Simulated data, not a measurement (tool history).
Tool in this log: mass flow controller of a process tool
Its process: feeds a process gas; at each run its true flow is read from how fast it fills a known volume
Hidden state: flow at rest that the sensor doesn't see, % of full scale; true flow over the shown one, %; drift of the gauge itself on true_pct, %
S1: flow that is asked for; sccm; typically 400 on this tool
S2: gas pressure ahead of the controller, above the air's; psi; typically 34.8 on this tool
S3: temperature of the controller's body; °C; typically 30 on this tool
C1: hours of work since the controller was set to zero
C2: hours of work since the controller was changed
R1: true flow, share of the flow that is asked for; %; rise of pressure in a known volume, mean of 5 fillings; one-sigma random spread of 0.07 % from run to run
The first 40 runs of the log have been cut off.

Run 41, hour 4985.3: usual settings but S1 749 sccm, S2 22.8 psi, S3 34 °C; C1 3708; C2 3708. Result: R1 100.39 %.
Run 42, hour 5099.1: usual settings but S1 955 sccm, S2 27.4 psi; C1 3743; C2 3743. Result: R1 100.97 %.
Run 43, hour 5220.4: usual settings but S1 475 sccm, S2 34.5 psi, S3 24 °C; C1 3780; C2 3780. Result: R1 100.20 %.
Run 44, hour 5379.7: usual settings but S1 475 sccm, S2 34.5 psi, S3 24 °C; C1 3830; C2 3830. Result: R1 100.28 %.
Run 45, hour 5520.0: usual settings but S1 475 sccm, S2 34.5 psi, S3 24 °C; C1 3873; C2 3873. Result: R1 100.38 %.
Run 46, hour 5659.3: usual settings but S1 475 sccm, S2 34.5 psi, S3 24 °C; C1 3916; C2 3916. Result: R1 100.31 %.
Run 47, hour 5795.5: usual settings but S1 248 sccm, S2 38.6 psi, S3 36 °C; C1 3958; C2 3958. Result: R1 98.23 %.
Run 48, hour 5939.2: usual settings but S1 248 sccm, S2 38.6 psi, S3 36 °C; C1 4003; C2 4003. Result: R1 98.39 %.

Consider 3 possible next runs. They are alternatives, not a sequence: every one starts from the tool as it was left by run 48. What does each give?
Run A, hour 6055.1: usual settings but S2 30.5 psi; C1 4038; C2 4038. Result: R1 ?.
Run B, hour 6055.1: usual settings but S1 813 sccm; C1 4038; C2 4038. Result: R1 ?.
Run C, hour 6055.1: usual settings but S1 190 sccm, S2 38.7 psi, S3 36 °C; C1 4038; C2 4038. Result: R1 ?.

run      R1
  A   99.72
  B  100.77
  C   97.78
Take away the tool's hidden state, keep each run's random variation, and the runs would have read:
run     R1
  A  98.73
  B  99.34
  C  97.77
